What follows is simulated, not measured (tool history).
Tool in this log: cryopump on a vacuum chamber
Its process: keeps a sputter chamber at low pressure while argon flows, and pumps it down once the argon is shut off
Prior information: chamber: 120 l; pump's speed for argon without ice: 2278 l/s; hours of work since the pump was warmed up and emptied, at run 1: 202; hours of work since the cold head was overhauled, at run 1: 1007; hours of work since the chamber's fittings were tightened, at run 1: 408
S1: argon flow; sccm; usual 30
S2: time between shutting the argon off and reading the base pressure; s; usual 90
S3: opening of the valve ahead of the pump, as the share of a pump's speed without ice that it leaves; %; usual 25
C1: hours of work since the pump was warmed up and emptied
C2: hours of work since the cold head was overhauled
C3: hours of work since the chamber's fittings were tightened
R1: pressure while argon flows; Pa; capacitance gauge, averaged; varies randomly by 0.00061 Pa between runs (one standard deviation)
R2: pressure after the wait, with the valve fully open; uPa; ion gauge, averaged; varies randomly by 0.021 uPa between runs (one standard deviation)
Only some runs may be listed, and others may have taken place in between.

run	hour	S1	S2	S3	C1	C2	C3	R1	R2
1	0.0	30	90	25	202	1007	408	0.0912	1.20
2	22.5	30	90	25	218	1024	424	0.0914	1.29
3	57.2	30	90	25	244	1049	450	0.0925	1.37
4	85.0	30	90	25	264	1069	470	0.0923	1.38
5	103.5	30	90	25	277	1083	483	0.0932	1.33
6	121.7	30	90	25	290	1096	497	0.0931	1.42
7	159.6	30	90	25	318	1124	524	0.0936	1.51
8	192.6	30	90	25	342	1148	548	0.0939	1.58
9	228.0	30	90	25	368	1173	574	0.0938	1.58
10	245.1	30	90	25	380	1186	586	0.0949	1.70
# hour 269.8: pump warmed up, emptied and cooled again
11	280.4	13	90	25	8	1208	608	0.0391	1.48
12	312.6	13	90	25	31	1231	632	0.0385	1.54
13	328.1	30	90	60	42	1243	643	0.0380	1.59
14	356.8	30	90	60	63	1263	664	0.0389	1.58
15	386.1	30	90	60	85	1285	685	0.0382	1.62
16	402.8	30	90	60	97	1297	697	0.0390	1.68
17	433.2	30	90	60	119	1319	720	0.0387	1.76
18	450.8	30	90	60	132	1332	732	0.0393	1.77
19	470.2	24	90	25	146	1346	747	0.0725	1.83
20	500.9	24	90	25	168	1368	769	0.0733	1.89
21	530.8	24	90	25	190	1390	791	0.0743	1.90
22	547.4	56	98	17	202	1402	803	0.2521	1.91
23	574.1	30	32	30	221	1422	822	0.0777	2.38
24	602.3	30	32	30	242	1442	843	0.0773	2.76
25	635.8	30	32	30	266	1466	867	0.0778	2.68
26	658.8	20	99	19	283	1483	884	0.0799	2.12
27	679.1	30	34	25	298	1498	899	0.0932	2.69
28	708.9	30	34	25	320	1520	920	0.0937	2.71
29	746.9	23	156	25	347	1547	948	0.0714	2.28
30	782.1	23	156	25	373	1573	973	0.0722	2.33
31	804.2	23	156	25	389	1589	990	0.0716	2.40
# hour 817.4: pump warmed up, emptied and cooled again
32	840.5	23	156	25	17	1612	1012	0.0691	2.11
# hour 844.5: leaking fittings of the chamber tightened, without venting
33	871.9	23	156	25	38	1633	20	0.0697	0.32

The logged runs with the hidden state left out (each run's random variation unchanged):
What the log doesn't record here: pump's speed, % of a pump's without ice; cold plate's temperature, K; leak into the chamber, uPa l/s; drift of the gauge itself on working_pa, %; drift of the gauge itself on base_upa, %.
run	R1	R2
1	0.0885	0.42
2	0.0885	0.45
3	0.0894	0.48
4	0.0890	0.45
5	0.0896	0.39
6	0.0894	0.43
7	0.0896	0.45
8	0.0895	0.42
9	0.0891	0.40
10	0.0900	0.46
11	0.0387	0.42
12	0.0381	0.44
13	0.0369	0.44
14	0.0375	0.42
15	0.0366	0.41
16	0.0373	0.42
17	0.0368	0.44
18	0.0373	0.41
19	0.0708	0.39
20	0.0714	0.40
21	0.0721	0.40
22	0.2468	0.38
23	0.0746	0.87
24	0.0740	1.02
25	0.0743	0.94
26	0.0774	0.38
27	0.0892	0.88
28	0.0894	0.87
29	0.0678	0.31
30	0.0684	0.31
31	0.0677	0.29
32	0.0681	0.31
33	0.0686	0.26

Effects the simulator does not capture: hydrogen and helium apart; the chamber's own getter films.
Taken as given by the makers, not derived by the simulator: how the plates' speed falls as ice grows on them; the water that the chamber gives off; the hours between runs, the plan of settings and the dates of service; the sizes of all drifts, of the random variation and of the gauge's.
